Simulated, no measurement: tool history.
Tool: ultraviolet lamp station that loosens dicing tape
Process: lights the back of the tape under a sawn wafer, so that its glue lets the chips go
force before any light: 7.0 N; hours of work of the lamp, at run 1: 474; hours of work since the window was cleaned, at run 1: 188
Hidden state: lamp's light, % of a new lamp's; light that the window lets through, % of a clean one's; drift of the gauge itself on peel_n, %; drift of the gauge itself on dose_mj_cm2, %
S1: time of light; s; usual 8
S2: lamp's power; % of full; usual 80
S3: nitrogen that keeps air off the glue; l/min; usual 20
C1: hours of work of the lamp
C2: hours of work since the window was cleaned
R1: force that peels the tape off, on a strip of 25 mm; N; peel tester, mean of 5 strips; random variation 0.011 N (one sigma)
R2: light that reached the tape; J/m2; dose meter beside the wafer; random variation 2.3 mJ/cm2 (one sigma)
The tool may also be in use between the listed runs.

run,hour,S1,S2,S3,C1,C2,R1,R2
1,0.0,8,80,20,474,188,1.076,1530
2,46.7,8,80,20,506,219,1.170,1450
3,116.2,8,80,20,553,266,1.251,1410
4,185.5,8,80,20,599,313,1.344,1320
5,263.8,8,80,20,652,365,1.514,1200
# hour 292.1: lamp changed
6,340.9,8,80,20,33,416,0.636,2120
7,423.4,8,78,20,88,472,0.688,1900
8,467.1,8,78,20,118,501,0.777,1890
# hour 542.5: window cleaned of glue's vapour
9,547.4,8,87,20,171,3,0.526,2270
10,631.5,9,80,20,228,60,0.551,2250
11,697.9,9,73,20,273,104,0.706,1940
12,781.7,9,73,20,329,161,0.814,1830
13,827.6,9,73,20,360,192,0.811,1810
14,904.9,8,80,20,412,244,0.917,1630

3 ways to go on from here, each from the tool as it stands after run 14. What would each give?
A,991.2,5,67,15,470,302,?,?
B,991.2,8,80,14,470,302,?,?
C,991.2,11,84,28,470,302,?,?

run,R1,R2
A,2.774,820
B,1.275,1530
C,0.466,2200
Without the tool's hidden state the same runs would have given:
run,R1,R2
A,1.732,1260
B,0.609,2370
C,0.258,3400

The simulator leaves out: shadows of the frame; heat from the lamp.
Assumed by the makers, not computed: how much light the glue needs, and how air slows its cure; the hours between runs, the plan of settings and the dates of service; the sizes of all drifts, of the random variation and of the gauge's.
